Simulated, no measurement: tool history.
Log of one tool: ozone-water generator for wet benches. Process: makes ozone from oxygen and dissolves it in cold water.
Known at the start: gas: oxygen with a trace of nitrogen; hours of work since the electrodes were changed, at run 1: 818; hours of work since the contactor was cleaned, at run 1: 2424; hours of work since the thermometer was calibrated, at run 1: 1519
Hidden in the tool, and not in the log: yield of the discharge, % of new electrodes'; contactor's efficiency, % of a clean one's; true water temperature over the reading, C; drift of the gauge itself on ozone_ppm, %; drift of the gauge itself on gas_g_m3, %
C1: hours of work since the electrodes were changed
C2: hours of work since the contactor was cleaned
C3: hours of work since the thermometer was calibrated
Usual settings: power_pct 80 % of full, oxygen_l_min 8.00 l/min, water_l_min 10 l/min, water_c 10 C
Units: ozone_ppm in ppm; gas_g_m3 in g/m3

Run 1, hour 0.0: usual settings; C1 818; C2 2424; C3 1519. Result: ozone_ppm 30.7 ppm, gas_g_m3 182.7 g/m3.
Run 2, hour 146.5: usual settings; C1 940; C2 2546; C3 1641. Result: ozone_ppm 30.4 ppm, gas_g_m3 183.1 g/m3.
Run 3, hour 265.6: usual settings; C1 1038; C2 2645; C3 1740. Result: ozone_ppm 30.8 ppm, gas_g_m3 185.4 g/m3.
Run 4, hour 365.3: usual settings but water_c 16 C; C1 1121; C2 2727; C3 1823. Result: ozone_ppm 27.0 ppm, gas_g_m3 182.4 g/m3.
Run 5, hour 452.2: usual settings but water_l_min 9 l/min; C1 1193; C2 2799; C3 1895. Result: ozone_ppm 32.9 ppm, gas_g_m3 184.6 g/m3.
Run 6, hour 545.4: usual settings but water_l_min 7 l/min; C1 1271; C2 2877; C3 1972. Result: ozone_ppm 38.3 ppm, gas_g_m3 183.1 g/m3.
Run 7, hour 667.9: usual settings but water_l_min 11 l/min; C1 1372; C2 2979; C3 2074. Result: ozone_ppm 28.7 ppm, gas_g_m3 183.1 g/m3.
Run 8, hour 784.2: usual settings but water_l_min 11 l/min, water_c 7 C; C1 1469; C2 3075; C3 2170. Result: ozone_ppm 30.5 ppm, gas_g_m3 184.7 g/m3.
Run 9, hour 896.4: usual settings but oxygen_l_min 6.13 l/min; C1 1562; C2 3168; C3 2263. Result: ozone_ppm 32.9 ppm, gas_g_m3 214.3 g/m3.
Run 10, hour 1046.3: usual settings but power_pct 84 % of full; C1 1687; C2 3293; C3 2388. Result: ozone_ppm 32.2 ppm, gas_g_m3 190.7 g/m3.
Run 11, hour 1170.0: usual settings but power_pct 84 % of full; C1 1789; C2 3395; C3 2491. Result: ozone_ppm 31.9 ppm, gas_g_m3 191.0 g/m3.
Run 12, hour 1312.1: usual settings but power_pct 84 % of full; C1 1907; C2 3513; C3 2609. Result: ozone_ppm 32.2 ppm, gas_g_m3 193.4 g/m3.
Run 13, hour 1435.9: usual settings but power_pct 84 % of full; C1 2010; C2 3616; C3 2711. Result: ozone_ppm 31.6 ppm, gas_g_m3 193.2 g/m3.
Run 14, hour 1567.8: usual settings but power_pct 84 % of full; C1 2119; C2 3726; C3 2821. Result: ozone_ppm 31.9 ppm, gas_g_m3 193.5 g/m3.
Run 15, hour 1673.4: usual settings but power_pct 84 % of full; C1 2207; C2 3813; C3 2908. Result: ozone_ppm 32.0 ppm, gas_g_m3 193.0 g/m3.
Run 16, hour 1754.8: usual settings; C1 2275; C2 3881; C3 2976. Result: ozone_ppm 31.0 ppm, gas_g_m3 187.0 g/m3.
Run 17, hour 1907.8: usual settings; C1 2402; C2 4008; C3 3103. Result: ozone_ppm 31.1 ppm, gas_g_m3 184.4 g/m3.
Run 18, hour 2009.8: usual settings but power_pct 75 % of full; C1 2486; C2 4092; C3 3188. Result: ozone_ppm 29.1 ppm, gas_g_m3 176.7 g/m3.
Run 19, hour 2143.7: usual settings but power_pct 58 % of full, oxygen_l_min 7.94 l/min; C1 2597; C2 4204; C3 3299. Result: ozone_ppm 23.7 ppm, gas_g_m3 145.0 g/m3.
Run 20, hour 2297.1: usual settings but water_c 12 C; C1 2725; C2 4331; C3 3426. Result: ozone_ppm 29.4 ppm, gas_g_m3 185.4 g/m3.
Run 21, hour 2367.2: usual settings but power_pct 56 % of full, oxygen_l_min 6.50 l/min; C1 2783; C2 4389; C3 3484. Result: ozone_ppm 24.3 ppm, gas_g_m3 156.5 g/m3.
Run 22, hour 2492.2: usual settings but power_pct 65 % of full, oxygen_l_min 10.34 l/min, water_l_min 9 l/min, water_c 6 C; C1 2887; C2 4493; C3 3588. Result: ozone_ppm 28.4 ppm, gas_g_m3 135.7 g/m3.
Run 23, hour 2607.3: usual settings but power_pct 65 % of full, oxygen_l_min 10.34 l/min, water_l_min 9 l/min, water_c 6 C; C1 2982; C2 4588; C3 3684. Result: ozone_ppm 28.6 ppm, gas_g_m3 135.9 g/m3.
Run 24, hour 2763.8: usual settings but power_pct 65 % of full, oxygen_l_min 10.34 l/min, water_l_min 9 l/min, water_c 6 C; C1 3112; C2 4718; C3 3814. Result: ozone_ppm 28.1 ppm, gas_g_m3 136.1 g/m3.
Run 25, hour 2917.8: usual settings but power_pct 65 % of full, oxygen_l_min 10.34 l/min, water_l_min 9 l/min, water_c 17 C; C1 3240; C2 4846; C3 3941. Result: ozone_ppm 22.0 ppm, gas_g_m3 137.2 g/m3.
Run 26, hour 2984.4: usual settings but oxygen_l_min 10.10 l/min, water_l_min 13 l/min; C1 3295; C2 4901; C3 3997. Result: ozone_ppm 24.2 ppm, gas_g_m3 163.4 g/m3.
At hour 3086.6: water thermometer calibrated.
Run 27, hour 3107.5: usual settings but oxygen_l_min 10.10 l/min, water_l_min 13 l/min; C1 3397; C2 5003; C3 17. Result: ozone_ppm 24.4 ppm, gas_g_m3 163.2 g/m3.
Run 28, hour 3230.6: usual settings but power_pct 84 % of full, oxygen_l_min 6.91 l/min, water_l_min 7 l/min, water_c 8 C; C1 3499; C2 5105; C3 120. Result: ozone_ppm 44.0 ppm, gas_g_m3 214.0 g/m3.
Run 29, hour 3342.2: usual settings but power_pct 84 % of full, oxygen_l_min 6.91 l/min, water_l_min 7 l/min, water_c 8 C; C1 3592; C2 5198; C3 212. Result: ozone_ppm 43.8 ppm, gas_g_m3 213.9 g/m3.
Run 30, hour 3430.7: usual settings but power_pct 87 % of full, oxygen_l_min 8.26 l/min, water_l_min 8 l/min, water_c 14 C; C1 3665; C2 5271; C3 286. Result: ozone_ppm 34.4 ppm, gas_g_m3 197.8 g/m3.
Run 31, hour 3561.7: usual settings but power_pct 55 % of full, oxygen_l_min 4.29 l/min, water_l_min 8 l/min, water_c 17 C; C1 3774; C2 5380; C3 394. Result: ozone_ppm 26.0 ppm, gas_g_m3 198.8 g/m3.
Run 32, hour 3644.0: usual settings but power_pct 55 % of full, oxygen_l_min 10.86 l/min, water_l_min 8 l/min, water_c 7 C; C1 3842; C2 5449; C3 463. Result: ozone_ppm 25.1 ppm, gas_g_m3 115.8 g/m3.
At hour 3692.6: gauge calibrated.
Run 33, hour 3750.8: usual settings but power_pct 55 % of full, oxygen_l_min 10.86 l/min, water_l_min 8 l/min, water_c 7 C; C1 3931; C2 5537; C3 551. Result: ozone_ppm 25.5 ppm, gas_g_m3 111.3 g/m3.

4 ways to go on from here, each from the tool as it stands after run 33. What would each give?
Run A, hour 3853.8: usual settings but water_l_min 14 l/min; C1 4017; C2 5623; C3 637. Result: ozone_ppm ?, gas_g_m3 ?.
Run B, hour 3853.8: usual settings but power_pct 55 % of full, oxygen_l_min 5.24 l/min, water_l_min 9 l/min, water_c 7 C; C1 4017; C2 5623; C3 637. Result: ozone_ppm ?, gas_g_m3 ?.
Run C, hour 3853.8: usual settings but power_pct 55 % of full, oxygen_l_min 4.70 l/min, water_l_min 8 l/min, water_c 7 C; C1 4017; C2 5623; C3 637. Result: ozone_ppm ?, gas_g_m3 ?.
Run D, hour 3853.8: usual settings but power_pct 81 % of full, oxygen_l_min 10.86 l/min, water_l_min 14 l/min, water_c 7 C; C1 4017; C2 5623; C3 637. Result: ozone_ppm ?, gas_g_m3 ?.

run  ozone_ppm  gas_g_m3
  A       24.1     182.1
  B       28.4     172.7
  C       31.0     183.9
  D       24.2     154.0
Without the tool's hidden state the same runs would have given:
run  ozone_ppm  gas_g_m3
  A       24.1     182.0
  B       28.5     172.6
  C       31.0     183.7
  D       24.2     153.9

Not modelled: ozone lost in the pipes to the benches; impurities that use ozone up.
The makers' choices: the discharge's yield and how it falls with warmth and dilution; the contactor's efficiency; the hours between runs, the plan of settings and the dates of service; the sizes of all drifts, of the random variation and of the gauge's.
